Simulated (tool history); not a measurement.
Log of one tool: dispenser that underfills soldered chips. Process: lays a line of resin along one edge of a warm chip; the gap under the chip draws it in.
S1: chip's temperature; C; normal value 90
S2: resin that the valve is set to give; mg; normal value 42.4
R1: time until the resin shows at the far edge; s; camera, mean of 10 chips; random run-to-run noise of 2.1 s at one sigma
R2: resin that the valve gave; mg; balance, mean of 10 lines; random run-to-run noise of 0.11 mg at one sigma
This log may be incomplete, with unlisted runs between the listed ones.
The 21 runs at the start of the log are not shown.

run,hour,S1,S2,R1,R2
22,141.3,104,44.9,135.6,44.56
# hour 142.6: new syringe of resin
23,146.7,94,54.8,185.3,54.24
24,150.3,90,46.4,252.6,45.92
# hour 152: new syringe of resin
25,154.3,90,46.4,210.7,45.95
# hour 161.3: new syringe of resin
26,163.2,85,42.4,273.3,42.05
# hour 165.6: dispensing valve cleaned and set on the balance
27,168.2,92,44.8,221.3,44.86
# hour 171.4: new syringe of resin
28,172.4,92,44.8,183.6,44.87
29,176.1,78,48.4,409.9,48.55
# hour 180.7: new syringe of resin
30,182,93,45,180.4,44.84
# hour 189.9: new syringe of resin
31,190.4,93,54.9,162.1,54.56
32,197.9,87,42.2,286.8,41.95
# hour 198.9: new syringe of resin
33,202.6,80,42.4,365.2,42.1
# hour 207.9: new syringe of resin
34,211.2,79,51,359,50.39
35,214.9,79,51.5,413.4,51.1

4 options for the next run, each taken on its own from the tool as it stands now. Forecast them:
# hour 217.5: new syringe of resin
A,219.1,83,47.7,?,?
# hour 217.5: new syringe of resin
B,219.1,99,54.6,?,?
# hour 217.5: new syringe of resin
C,219.1,90,41.4,?,?
# hour 217.5: new syringe of resin
D,219.1,79,42.9,?,?

run,R1,R2
A,271.8,47.28
B,130.8,53.89
C,201.5,40.91
D,351.6,42.52
Without the tool's unlogged condition, the same runs would have read:
run,R1,R2
A,287.3,47.83
B,137.3,54.51
C,212.1,41.38
D,372.3,43.01
